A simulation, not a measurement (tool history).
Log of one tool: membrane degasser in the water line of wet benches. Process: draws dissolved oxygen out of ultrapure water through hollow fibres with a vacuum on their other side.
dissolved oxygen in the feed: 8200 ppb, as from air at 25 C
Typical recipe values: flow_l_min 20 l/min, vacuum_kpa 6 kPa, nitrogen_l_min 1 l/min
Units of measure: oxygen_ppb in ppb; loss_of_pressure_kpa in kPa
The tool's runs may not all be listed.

run	hour	flow_l_min	vacuum_kpa	nitrogen_l_min	oxygen_ppb	loss_of_pressure_kpa
1	0	20	6	1	186.9	45.66
2	117.3	20	6	1	185.8	45.45
3	270.5	20	6	1	191.2	45.49
# hour 408.8: seals of the vacuum lines changed
4	490	20	6	1	187.1	45.25
5	598.8	20	6	1	186.5	45.56
6	804.7	20	6	1	189.8	45.22
7	921.6	20	6	1	188.3	45.5
8	1101.2	20	6	0.47	294.3	45.03
# hour 1173.9: membrane cartridge changed
9	1276.1	20	6	0.47	293.5	44.91
# hour 1393.5: vacuum gauge calibrated
10	1447.7	20	6	1	188	45.09
11	1627	20	6	1	187.5	44.84
12	1734.8	20	7.9	1	269.8	44.7
13	1959.8	20	6	1	187.8	44.31
14	2098.3	20	6	1.06	181.7	44.13
# hour 2109.3: gauge calibrated
15	2258.9	20	6	1.06	179.3	45.72
16	2375.3	20	6	1.06	182.3	45.79
17	2531.9	20	6	1.06	182	45.16
18	2669.5	28	6.18	2.98	194.6	63.25
19	2861.7	19	6.89	2.82	117.7	42.71
20	3019.7	19	6.89	2.82	116.8	42.79
21	3185.8	20	13.88	1	510.6	44.91
22	3338.3	20	13.88	2.44	269	45
23	3553.3	20	9.25	1	327.9	45.09
24	3747.1	20	9.25	1	319.9	44.91
25	3914.4	27	6	1	277.9	60.29
26	4028.4	15	12.13	0.94	350.8	33.84
27	4184.7	15	12.13	0.94	344.9	33.46
28	4299.7	18	12.13	0.94	418.4	39.91
29	4440.8	31	12.13	0.94	707.9	68.95
30	4581.5	23	6	0.64	286	51

For run 31, what comes out?
# hour 4601.6: seals of the vacuum lines changed
31	4733.1	21	5.09	0.5	?	?

oxygen_ppb: 226.9 ppb
loss_of_pressure_kpa: 46.49 kPa
With no hidden state in the tool, this same run would have given oxygen_ppb 226.7 ppb, loss_of_pressure_kpa 47.92 kPa.
